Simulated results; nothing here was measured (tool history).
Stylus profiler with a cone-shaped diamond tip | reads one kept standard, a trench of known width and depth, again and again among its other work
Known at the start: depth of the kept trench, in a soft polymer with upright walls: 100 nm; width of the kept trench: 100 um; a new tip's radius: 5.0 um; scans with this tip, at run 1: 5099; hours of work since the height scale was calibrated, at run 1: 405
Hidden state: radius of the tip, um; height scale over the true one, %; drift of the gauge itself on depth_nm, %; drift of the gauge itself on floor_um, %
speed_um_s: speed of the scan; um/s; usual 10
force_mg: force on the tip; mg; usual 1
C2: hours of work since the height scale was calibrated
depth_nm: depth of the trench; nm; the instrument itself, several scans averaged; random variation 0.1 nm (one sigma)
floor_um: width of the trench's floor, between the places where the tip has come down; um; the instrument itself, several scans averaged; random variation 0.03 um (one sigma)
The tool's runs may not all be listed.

run 1 hour=0 | speed_um_s=10 force_mg=1 | scans_with_this_tip=5099 C2=405 | depth_nm=100.83 floor_um=97.66
run 2 hour=33.6 | speed_um_s=10 force_mg=1 | scans_with_this_tip=5307 C2=422 | depth_nm=100.82 floor_um=97.66
run 3 hour=67.6 | speed_um_s=10 force_mg=0.37 | scans_with_this_tip=5519 C2=438 | depth_nm=100.55 floor_um=97.65
run 4 hour=98.2 | speed_um_s=10 force_mg=0.37 | scans_with_this_tip=5710 C2=454 | depth_nm=100.59 floor_um=97.61
run 5 hour=121.7 | speed_um_s=10 force_mg=0.37 | scans_with_this_tip=5856 C2=465 | depth_nm=100.55 floor_um=97.61
-- hour=125.1 height scale calibrated on a step standard
run 6 hour=137.7 | speed_um_s=4 force_mg=0.34 | scans_with_this_tip=5952 C2=6 | depth_nm=100.7 floor_um=97.71
run 7 hour=157.4 | speed_um_s=10 force_mg=0.81 | scans_with_this_tip=6075 C2=16 | depth_nm=100.99 floor_um=97.65
run 8 hour=175.7 | speed_um_s=10 force_mg=0.81 | scans_with_this_tip=6188 C2=25 | depth_nm=100.83 floor_um=97.65
-- hour=194.5 height scale calibrated on a step standard, once more
run 9 hour=194.5 | speed_um_s=10 force_mg=0.81 | scans_with_this_tip=6302 C2=0 | depth_nm=100.48 floor_um=97.6
run 10 hour=229.9 | speed_um_s=10 force_mg=1.08 | scans_with_this_tip=6522 C2=17 | depth_nm=100.66 floor_um=97.65

Forecast each of these 4 alternatives for the next run:
run A hour=251.7 | speed_um_s=12 force_mg=1.1 | scans_with_this_tip=6658 C2=28 | depth_nm=? floor_um=?
run B hour=251.7 | speed_um_s=24 force_mg=1.07 | scans_with_this_tip=6658 C2=28 | depth_nm=? floor_um=?
run C hour=251.7 | speed_um_s=5 force_mg=1 | scans_with_this_tip=6658 C2=28 | depth_nm=? floor_um=?
run D hour=251.7 | speed_um_s=10 force_mg=0.67 | scans_with_this_tip=6658 C2=28 | depth_nm=? floor_um=?

run=A depth_nm=100.56 floor_um=97.58
run=B depth_nm=100.46 floor_um=97.64
run=C depth_nm=100.39 floor_um=97.64
run=D depth_nm=100.5 floor_um=97.56
Without the tool's hidden state the same runs would have given:
run=A depth_nm=100.57 floor_um=97.95
run=B depth_nm=100.48 floor_um=98.01
run=C depth_nm=100.41 floor_um=98.01
run=D depth_nm=100.52 floor_um=97.93

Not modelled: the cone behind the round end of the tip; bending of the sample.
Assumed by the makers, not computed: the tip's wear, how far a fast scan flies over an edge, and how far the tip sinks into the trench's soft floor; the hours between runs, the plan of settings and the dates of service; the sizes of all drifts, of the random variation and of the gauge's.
